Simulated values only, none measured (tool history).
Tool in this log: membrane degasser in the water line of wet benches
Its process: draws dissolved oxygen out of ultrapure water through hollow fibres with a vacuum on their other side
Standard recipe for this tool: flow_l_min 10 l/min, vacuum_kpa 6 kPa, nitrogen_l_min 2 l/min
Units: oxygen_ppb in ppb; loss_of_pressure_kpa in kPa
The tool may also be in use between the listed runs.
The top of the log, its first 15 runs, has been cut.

Run 16, hour 962.8: usual settings but vacuum_kpa 10.86 kPa, nitrogen_l_min 1.07 l/min. Result: oxygen_ppb 403.5 ppb, loss_of_pressure_kpa 71.93 kPa.
Run 17, hour 1032.6: usual settings but flow_l_min 9 l/min, nitrogen_l_min 0.84 l/min. Result: oxygen_ppb 247.4 ppb, loss_of_pressure_kpa 64.89 kPa.
Run 18, hour 1083.4: usual settings but flow_l_min 9 l/min, vacuum_kpa 6.64 kPa, nitrogen_l_min 1.34 l/min. Result: oxygen_ppb 233.2 ppb, loss_of_pressure_kpa 64.65 kPa.
Run 19, hour 1144.3: usual settings but flow_l_min 9 l/min, vacuum_kpa 6.64 kPa, nitrogen_l_min 1.34 l/min. Result: oxygen_ppb 233 ppb, loss_of_pressure_kpa 65.06 kPa.
Run 20, hour 1194.4: usual settings but flow_l_min 9 l/min, vacuum_kpa 6.64 kPa, nitrogen_l_min 1.34 l/min. Result: oxygen_ppb 234.1 ppb, loss_of_pressure_kpa 64.88 kPa.
Run 21, hour 1239.4: usual settings but nitrogen_l_min 4.82 l/min. Result: oxygen_ppb 256.6 ppb, loss_of_pressure_kpa 72.34 kPa.
Run 22, hour 1308.2: usual settings but flow_l_min 8 l/min, vacuum_kpa 5.22 kPa, nitrogen_l_min 2.05 l/min. Result: oxygen_ppb 137.4 ppb, loss_of_pressure_kpa 57.74 kPa.
Run 23, hour 1344.6: usual settings but vacuum_kpa 13.37 kPa, nitrogen_l_min 1.09 l/min. Result: oxygen_ppb 452 ppb, loss_of_pressure_kpa 72.23 kPa.
Run 24, hour 1394.5: usual settings but vacuum_kpa 13.37 kPa, nitrogen_l_min 1.09 l/min. Result: oxygen_ppb 454.5 ppb, loss_of_pressure_kpa 72.44 kPa.
Run 25, hour 1468.1: usual settings but vacuum_kpa 13.37 kPa, nitrogen_l_min 1.09 l/min. Result: oxygen_ppb 456.7 ppb, loss_of_pressure_kpa 72.41 kPa.

Expected results for the next run?
Run 26, hour 1511.8: usual settings but vacuum_kpa 13.37 kPa, nitrogen_l_min 1.09 l/min. Result: oxygen_ppb ?, loss_of_pressure_kpa ?.

Run 26 came out at oxygen_ppb 451.3 ppb, loss_of_pressure_kpa 72.66 kPa.
Were there no unlogged condition in the tool, this run, its random variation unchanged, would have produced oxygen_ppb 410.3 ppb, loss_of_pressure_kpa 69.48 kPa.

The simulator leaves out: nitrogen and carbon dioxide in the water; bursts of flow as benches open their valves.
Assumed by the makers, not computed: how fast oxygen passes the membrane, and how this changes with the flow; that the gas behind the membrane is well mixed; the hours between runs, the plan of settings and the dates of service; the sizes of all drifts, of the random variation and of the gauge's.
